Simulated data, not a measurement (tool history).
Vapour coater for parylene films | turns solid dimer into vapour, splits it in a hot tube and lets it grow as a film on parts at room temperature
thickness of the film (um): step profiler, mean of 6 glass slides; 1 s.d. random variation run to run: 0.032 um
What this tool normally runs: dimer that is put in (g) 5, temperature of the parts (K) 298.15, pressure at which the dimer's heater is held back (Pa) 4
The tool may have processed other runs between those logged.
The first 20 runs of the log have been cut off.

run	hour	dimer that is put in (g)	temperature of the parts (K)	pressure at which the dimer's heater is held back (Pa)	hours of work since the trap's valve was overhauled	hours of work since the table's thermometer was calibrated	thickness of the film (um)
21	1286	5	298.15	4	341	841	3.16
22	1365.5	7	294.15	5.25	381	881	4.65
23	1423.2	6	295.15	2.3	410	910	4.48
24	1495.2	6	300.15	7.37	446	946	3.19
# hour 1506.7: table's thermometer calibrated
25	1548.8	5	294.15	5.14	472	21	3.4
26	1605.4	3	294.15	3.47	501	50	2.18
27	1688.6	3	294.15	3.47	543	92	2.15
28	1725.4	4	301.15	10.35	561	110	1.98
29	1759.6	2	308.15	3.34	578	127	0.96
# hour 1794.5: trap's valve overhauled
30	1835.2	2	295.15	11.8	21	163	1.16
31	1913.8	5	294.15	3.13	60	203	3.64
32	1986.7	9	300.15	2.57	97	239	5.75
33	2029	4	295.15	5.61	118	261	2.56
34	2066.8	4	301.15	8.97	137	280	2.02
35	2106.8	4	301.15	8.97	157	300	2.02
36	2154.9	4	301.15	8.97	181	324	2.05
37	2198.5	5	298.15	4.74	203	346	3.03
38	2256	6	294.15	5.24	232	375	4.03
39	2335.5	3	294.15	5.24	272	415	1.98
40	2374.2	6	298.15	5.52	292	434	3.59
41	2438	6	298.15	5.52	324	466	3.55
42	2492.3	2	299.15	3.14	351	494	1.31

What if the next run were any one of these 4? Each begins from the tool's condition after run 42:
A	2542.4	5	291.15	3.3	376	519	?
B	2542.4	2	299.15	3.24	376	519	?
C	2542.4	3	294.15	5.85	376	519	?
D	2542.4	5	305.15	11.54	376	519	?

run	thickness of the film (um)
A	3.93
B	1.28
C	1.97
D	2.19
Without the tool's unlogged condition, the same runs would have read:
run	thickness of the film (um)
A	3.94
B	1.28
C	1.97
D	2.2
